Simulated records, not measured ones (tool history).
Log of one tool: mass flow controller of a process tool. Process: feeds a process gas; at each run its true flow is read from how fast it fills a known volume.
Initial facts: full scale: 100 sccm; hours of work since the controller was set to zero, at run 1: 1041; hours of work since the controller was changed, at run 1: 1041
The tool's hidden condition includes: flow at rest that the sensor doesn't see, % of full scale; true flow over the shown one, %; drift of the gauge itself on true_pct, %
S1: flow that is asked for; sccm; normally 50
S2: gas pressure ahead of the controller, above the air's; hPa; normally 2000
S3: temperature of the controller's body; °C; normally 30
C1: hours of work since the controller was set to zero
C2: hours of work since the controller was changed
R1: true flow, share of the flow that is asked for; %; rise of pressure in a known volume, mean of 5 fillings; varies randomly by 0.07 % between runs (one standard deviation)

{"run": 1, "hour": 0.0, "S1": 50, "S2": 2000, "S3": 30, "C1": 1041, "C2": 1041, "R1": 98.72}
{"run": 2, "hour": 169.3, "S1": 50, "S2": 2000, "S3": 30, "C1": 1096, "C2": 1096, "R1": 98.72}
{"run": 3, "hour": 514.3, "S1": 50, "S2": 2000, "S3": 30, "C1": 1208, "C2": 1208, "R1": 98.78}
{"run": 4, "hour": 866.7, "S1": 50, "S2": 2000, "S3": 30, "C1": 1322, "C2": 1322, "R1": 98.66}
{"run": 5, "hour": 1084.6, "S1": 50, "S2": 2000, "S3": 30, "C1": 1392, "C2": 1392, "R1": 98.78}
{"run": 6, "hour": 1279.7, "S1": 16, "S2": 2000, "S3": 30, "C1": 1455, "C2": 1455, "R1": 99.08}
{"run": 7, "hour": 1504.9, "S1": 18, "S2": 2000, "S3": 30, "C1": 1528, "C2": 1528, "R1": 98.78}
{"run": 8, "hour": 1826.4, "S1": 18, "S2": 2000, "S3": 30, "C1": 1632, "C2": 1632, "R1": 98.86}
{"run": 9, "hour": 2092.7, "S1": 18, "S2": 2000, "S3": 30, "C1": 1718, "C2": 1718, "R1": 98.85}
{"run": 10, "hour": 2457.1, "S1": 69, "S2": 2000, "S3": 30, "C1": 1836, "C2": 1836, "R1": 99.16}
{"run": 11, "hour": 2625.9, "S1": 53, "S2": 2000, "S3": 30, "C1": 1891, "C2": 1891, "R1": 98.86}
{"run": 12, "hour": 2903.6, "S1": 53, "S2": 2000, "S3": 30, "C1": 1980, "C2": 1980, "R1": 98.86}
{"run": 13, "hour": 3174.9, "S1": 53, "S2": 2000, "S3": 30, "C1": 2068, "C2": 2068, "R1": 98.89}
{"run": 14, "hour": 3578.9, "S1": 50, "S2": 2020, "S3": 30, "C1": 2199, "C2": 2199, "R1": 98.8}
{"run": 15, "hour": 3968.5, "S1": 65, "S2": 1600, "S3": 28, "C1": 2325, "C2": 2325, "R1": 99.08}
{"run": 16, "hour": 4293.5, "S1": 17, "S2": 1700, "S3": 30, "C1": 2430, "C2": 2430, "R1": 99.36}
{"run": 17, "hour": 4613.5, "S1": 17, "S2": 1700, "S3": 30, "C1": 2534, "C2": 2534, "R1": 99.58}
{"run": 18, "hour": 4889.0, "S1": 50, "S2": 1480, "S3": 27, "C1": 2623, "C2": 2623, "R1": 99.04}
{"run": 19, "hour": 5244.8, "S1": 11, "S2": 1480, "S3": 24, "C1": 2738, "C2": 2738, "R1": 101.02}
{"run": 20, "hour": 5527.3, "S1": 26, "S2": 2170, "S3": 36, "C1": 2829, "C2": 2829, "R1": 98.65}
{"run": 21, "hour": 5777.4, "S1": 26, "S2": 2420, "S3": 33, "C1": 2910, "C2": 2910, "R1": 98.74}
{"run": 22, "hour": 6138.7, "S1": 26, "S2": 1840, "S3": 33, "C1": 3027, "C2": 3027, "R1": 98.91}
{"run": 23, "hour": 6509.3, "S1": 14, "S2": 2000, "S3": 28, "C1": 3147, "C2": 3147, "R1": 100.29}
{"run": 24, "hour": 6684.0, "S1": 13, "S2": 2530, "S3": 39, "C1": 3203, "C2": 3203, "R1": 99.91}
{"run": 25, "hour": 6897.6, "S1": 13, "S2": 2530, "S3": 39, "C1": 3272, "C2": 3272, "R1": 99.98}
{"run": 26, "hour": 7182.1, "S1": 13, "S2": 2530, "S3": 39, "C1": 3364, "C2": 3364, "R1": 100.07}

Predict each of these 5 candidate next runs independently; none follows another, all start after run 26:
{"run": "A", "hour": 7494.3, "S1": 24, "S2": 2180, "S3": 30, "C1": 3465, "C2": 3465, "R1": "?"}
{"run": "B", "hour": 7494.3, "S1": 21, "S2": 2180, "S3": 22, "C1": 3465, "C2": 3465, "R1": "?"}
{"run": "C", "hour": 7494.3, "S1": 63, "S2": 1400, "S3": 24, "C1": 3465, "C2": 3465, "R1": "?"}
{"run": "D", "hour": 7494.3, "S1": 50, "S2": 2000, "S3": 26, "C1": 3465, "C2": 3465, "R1": "?"}
{"run": "E", "hour": 7494.3, "S1": 20, "S2": 2410, "S3": 25, "C1": 3465, "C2": 3465, "R1": "?"}

run=A R1=99.28
run=B R1=99.90
run=C R1=99.43
run=D R1=98.93
run=E R1=99.77
Without the tool's unlogged condition, the same runs would have read:
run=A R1=97.97
run=B R1=98.31
run=C R1=99.35
run=D R1=98.65
run=E R1=98.07
